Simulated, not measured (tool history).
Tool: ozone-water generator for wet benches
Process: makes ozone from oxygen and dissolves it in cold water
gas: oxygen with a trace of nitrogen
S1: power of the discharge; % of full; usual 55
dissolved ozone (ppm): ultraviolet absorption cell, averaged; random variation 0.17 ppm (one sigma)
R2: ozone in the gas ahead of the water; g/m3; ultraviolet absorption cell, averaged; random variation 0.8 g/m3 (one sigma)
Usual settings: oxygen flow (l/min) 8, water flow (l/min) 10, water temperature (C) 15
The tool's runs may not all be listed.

Run 1, day 0: usual settings. Result: dissolved ozone (ppm) 22.5, R2 125 g/m3.
Run 2, day 4.708: usual settings. Result: dissolved ozone (ppm) 22.4, R2 124.4 g/m3.
Run 3, day 9.842: usual settings. Result: dissolved ozone (ppm) 22.5, R2 125.1 g/m3.
Run 4, day 13.671: usual settings. Result: dissolved ozone (ppm) 22.5, R2 124.6 g/m3.
At day 14.879: contactor cleaned.
Run 5, day 18.392: usual settings but oxygen flow (l/min) 5.04. Result: dissolved ozone (ppm) 26.3, R2 171.8 g/m3.
Run 6, day 23.004: usual settings but oxygen flow (l/min) 6.67. Result: dissolved ozone (ppm) 24, R2 141.7 g/m3.
Run 7, day 25.279: usual settings but oxygen flow (l/min) 6.67, water temperature (C) 11. Result: dissolved ozone (ppm) 26.7, R2 140.6 g/m3.
Run 8, day 28.767: usual settings but oxygen flow (l/min) 6.67, water temperature (C) 11. Result: dissolved ozone (ppm) 26.4, R2 140.8 g/m3.
Run 9, day 31.204: usual settings. Result: dissolved ozone (ppm) 22.4, R2 124.9 g/m3.
Run 10, day 35.225: usual settings but S1 62 % of full. Result: dissolved ozone (ppm) 25, R2 137.3 g/m3.
Run 11, day 38.783: usual settings but S1 62 % of full. Result: dissolved ozone (ppm) 24.8, R2 137.6 g/m3.
Run 12, day 43.175: usual settings. Result: dissolved ozone (ppm) 22.6, R2 125.1 g/m3.
Run 13, day 45.675: usual settings. Result: dissolved ozone (ppm) 22.5, R2 125.5 g/m3.
Run 14, day 48.158: usual settings. Result: dissolved ozone (ppm) 22.5, R2 125 g/m3.
At day 49.304: water thermometer calibrated.
Run 15, day 53.425: usual settings but water temperature (C) 16. Result: dissolved ozone (ppm) 22.1, R2 123.6 g/m3.
Run 16, day 56.104: usual settings but water temperature (C) 12. Result: dissolved ozone (ppm) 24.2, R2 123.8 g/m3.
Run 17, day 61.338: usual settings. Result: dissolved ozone (ppm) 22.6, R2 125.5 g/m3.
Run 18, day 66.525: usual settings but S1 59 % of full, oxygen flow (l/min) 4.74, water flow (l/min) 7, water temperature (C) 19. Result: dissolved ozone (ppm) 32.3, R2 186.2 g/m3.
Run 19, day 69.025: usual settings but S1 59 % of full, oxygen flow (l/min) 4.74, water flow (l/min) 7, water temperature (C) 14. Result: dissolved ozone (ppm) 35.9, R2 189.8 g/m3.
Run 20, day 73.579: usual settings but oxygen flow (l/min) 4.73, water flow (l/min) 6, water temperature (C) 16. Result: dissolved ozone (ppm) 35.5, R2 178.3 g/m3.
Run 21, day 78.267: usual settings but oxygen flow (l/min) 7.02, water flow (l/min) 9. Result: dissolved ozone (ppm) 25.2, R2 136.6 g/m3.
Run 22, day 81.492: usual settings but oxygen flow (l/min) 7.02, water flow (l/min) 9. Result: dissolved ozone (ppm) 25, R2 136.1 g/m3.
Run 23, day 85.171: usual settings but S1 93 % of full, oxygen flow (l/min) 5.65. Result: dissolved ozone (ppm) 38.1, R2 238.7 g/m3.
Run 24, day 88.608: usual settings but oxygen flow (l/min) 10.81, water flow (l/min) 8, water temperature (C) 17. Result: dissolved ozone (ppm) 21, R2 101.4 g/m3.
Run 25, day 93.229: usual settings but oxygen flow (l/min) 10.81, water flow (l/min) 8, water temperature (C) 17. Result: dissolved ozone (ppm) 21.1, R2 101.6 g/m3.
Run 26, day 96.625: usual settings but oxygen flow (l/min) 13.86. Result: dissolved ozone (ppm) 18, R2 86.5 g/m3.
Run 27, day 100.358: usual settings but oxygen flow (l/min) 13.86. Result: dissolved ozone (ppm) 17.9, R2 85.9 g/m3.
Run 28, day 103.154: usual settings but oxygen flow (l/min) 13.86. Result: dissolved ozone (ppm) 18, R2 87 g/m3.
Run 29, day 105.642: usual settings but S1 69 % of full, oxygen flow (l/min) 11.35. Result: dissolved ozone (ppm) 23.6, R2 117.1 g/m3.
Run 30, day 110.404: usual settings but S1 69 % of full, oxygen flow (l/min) 11.35. Result: dissolved ozone (ppm) 23.4, R2 118.1 g/m3.
Run 31, day 113.754: usual settings but oxygen flow (l/min) 9.13, water flow (l/min) 7. Result: dissolved ozone (ppm) 25.5, R2 113.9 g/m3.
Run 32, day 117.946: usual settings but S1 62 % of full, oxygen flow (l/min) 6.08, water flow (l/min) 6, water temperature (C) 9. Result: dissolved ozone (ppm) 41.4, R2 166.7 g/m3.
Run 33, day 122.671: usual settings but S1 50 % of full, water flow (l/min) 13. Result: dissolved ozone (ppm) 17.9, R2 115.7 g/m3.
Run 34, day 125.775: usual settings but S1 50 % of full, water flow (l/min) 13. Result: dissolved ozone (ppm) 18, R2 114.3 g/m3.

Forecast each of these 3 alternatives for the next run:
Run A, day 130.9: usual settings but S1 66 % of full, oxygen flow (l/min) 4.45, water flow (l/min) 7. Result: dissolved ozone (ppm) ?, R2 ?.
Run B, day 130.9: usual settings but oxygen flow (l/min) 13.53, water flow (l/min) 8, water temperature (C) 19. Result: dissolved ozone (ppm) ?, R2 ?.
Run C, day 130.9: usual settings but oxygen flow (l/min) 4.08, water flow (l/min) 12, water temperature (C) 16. Result: dissolved ozone (ppm) ?, R2 ?.

run  dissolved ozone (ppm)     R2
  A                   39.7  215.7
  B                     18   87.3
  C                   23.5  196.9
Without the tool's hidden state the same runs would have given:
run  dissolved ozone (ppm)     R2
  A                   39.8  216.2
  B                     18   87.5
  C                   23.5  197.2

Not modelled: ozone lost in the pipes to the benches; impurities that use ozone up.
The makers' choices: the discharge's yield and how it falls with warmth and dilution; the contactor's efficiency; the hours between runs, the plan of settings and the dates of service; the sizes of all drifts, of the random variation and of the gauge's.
